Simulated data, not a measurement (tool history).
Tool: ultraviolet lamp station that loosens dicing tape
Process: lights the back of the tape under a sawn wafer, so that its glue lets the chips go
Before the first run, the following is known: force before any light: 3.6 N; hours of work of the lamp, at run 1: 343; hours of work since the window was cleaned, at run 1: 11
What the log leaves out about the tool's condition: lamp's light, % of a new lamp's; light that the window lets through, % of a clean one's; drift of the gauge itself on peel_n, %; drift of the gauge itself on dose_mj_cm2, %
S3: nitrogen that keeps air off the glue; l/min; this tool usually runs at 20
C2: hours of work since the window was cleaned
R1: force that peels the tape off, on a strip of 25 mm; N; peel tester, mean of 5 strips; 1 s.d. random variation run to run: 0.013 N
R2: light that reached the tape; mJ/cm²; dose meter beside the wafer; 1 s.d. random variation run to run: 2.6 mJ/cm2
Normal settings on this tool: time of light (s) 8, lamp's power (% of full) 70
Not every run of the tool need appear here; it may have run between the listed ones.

Run 1, hour 0: usual settings; hours of work of the lamp 343; C2 11. Result: R1 0.782 N, R2 293 mJ/cm².
Run 2, hour 13.9: usual settings; hours of work of the lamp 353; C2 22. Result: R1 0.748 N, R2 295 mJ/cm².
Run 3, hour 26.7: usual settings; hours of work of the lamp 363; C2 32. Result: R1 0.766 N, R2 288 mJ/cm².
Run 4, hour 42.6: usual settings; hours of work of the lamp 375; C2 44. Result: R1 0.786 N, R2 278 mJ/cm².
Run 5, hour 58: usual settings; hours of work of the lamp 387; C2 55. Result: R1 0.792 N, R2 278 mJ/cm².
Run 6, hour 72: usual settings; hours of work of the lamp 398; C2 66. Result: R1 0.832 N, R2 277 mJ/cm².
Run 7, hour 85.1: usual settings; hours of work of the lamp 408; C2 76. Result: R1 0.832 N, R2 273 mJ/cm².
Run 8, hour 101.7: usual settings but time of light (s) 13; hours of work of the lamp 420; C2 89. Result: R1 0.422 N, R2 430 mJ/cm².
Run 9, hour 121.3: usual settings but time of light (s) 13; hours of work of the lamp 435; C2 104. Result: R1 0.419 N, R2 425 mJ/cm².
Run 10, hour 140.2: usual settings; hours of work of the lamp 450; C2 118. Result: R1 0.914 N, R2 256 mJ/cm².
Run 11, hour 160.9: usual settings; hours of work of the lamp 466; C2 134. Result: R1 0.901 N, R2 256 mJ/cm².
Run 12, hour 170.4: usual settings but S3 15 l/min; hours of work of the lamp 473; C2 141. Result: R1 1.028 N, R2 253 mJ/cm².
Run 13, hour 192.4: usual settings but time of light (s) 5; hours of work of the lamp 490; C2 158. Result: R1 1.514 N, R2 156 mJ/cm².
Run 14, hour 206.7: usual settings but time of light (s) 11; hours of work of the lamp 501; C2 169. Result: R1 0.614 N, R2 334 mJ/cm².
Run 15, hour 228: usual settings but time of light (s) 11, lamp's power (% of full) 97; hours of work of the lamp 517; C2 185. Result: R1 0.39 N, R2 461 mJ/cm².
Run 16, hour 245.6: usual settings; hours of work of the lamp 530; C2 199. Result: R1 1.027 N, R2 239 mJ/cm².
At hour 247.4: window cleaned of glue's vapour.
Run 17, hour 257.4: usual settings but S3 12 l/min; hours of work of the lamp 539; C2 8. Result: R1 1.272 N, R2 217 mJ/cm².
Run 18, hour 275.5: usual settings but S3 12 l/min; hours of work of the lamp 553; C2 21. Result: R1 1.308 N, R2 211 mJ/cm².
Run 19, hour 297.6: usual settings but S3 12 l/min; hours of work of the lamp 569; C2 38. Result: R1 1.325 N, R2 207 mJ/cm².
Run 20, hour 308.7: usual settings but S3 12 l/min; hours of work of the lamp 578; C2 47. Result: R1 1.345 N, R2 204 mJ/cm².
Run 21, hour 326.3: usual settings; hours of work of the lamp 591; C2 60. Result: R1 1.196 N, R2 200 mJ/cm².
Run 22, hour 335.9: usual settings; hours of work of the lamp 599; C2 68. Result: R1 1.217 N, R2 198 mJ/cm².
Run 23, hour 356.1: usual settings but lamp's power (% of full) 64; hours of work of the lamp 614; C2 83. Result: R1 1.377 N, R2 181 mJ/cm².
At hour 373.1: window cleaned of glue's vapour, once more.
Run 24, hour 378.7: usual settings but time of light (s) 10, lamp's power (% of full) 64, S3 31 l/min; hours of work of the lamp 631; C2 4. Result: R1 0.653 N, R2 296 mJ/cm².
Run 25, hour 389.9: usual settings but time of light (s) 9, lamp's power (% of full) 75, S3 12 l/min; hours of work of the lamp 639; C2 13. Result: R1 0.825 N, R2 307 mJ/cm².
Run 26, hour 402.2: usual settings but time of light (s) 9, lamp's power (% of full) 75, S3 12 l/min; hours of work of the lamp 649; C2 22. Result: R1 0.841 N, R2 305 mJ/cm².
Run 27, hour 422.6: usual settings but time of light (s) 11, S3 26 l/min; hours of work of the lamp 664; C2 38. Result: R1 0.565 N, R2 342 mJ/cm².

What will run 28 give?
Run 28, hour 441.4: usual settings but time of light (s) 6, lamp's power (% of full) 94, S3 38 l/min; hours of work of the lamp 679; C2 52. Result: R1 ?, R2 ?.

{"run 28": {"R1": 0.812, "R2": 244}}
Take away the tool's hidden state, keep the run-to-run variation as it was, and the same run would have given R1 0.502 N, R2 338 mJ/cm².
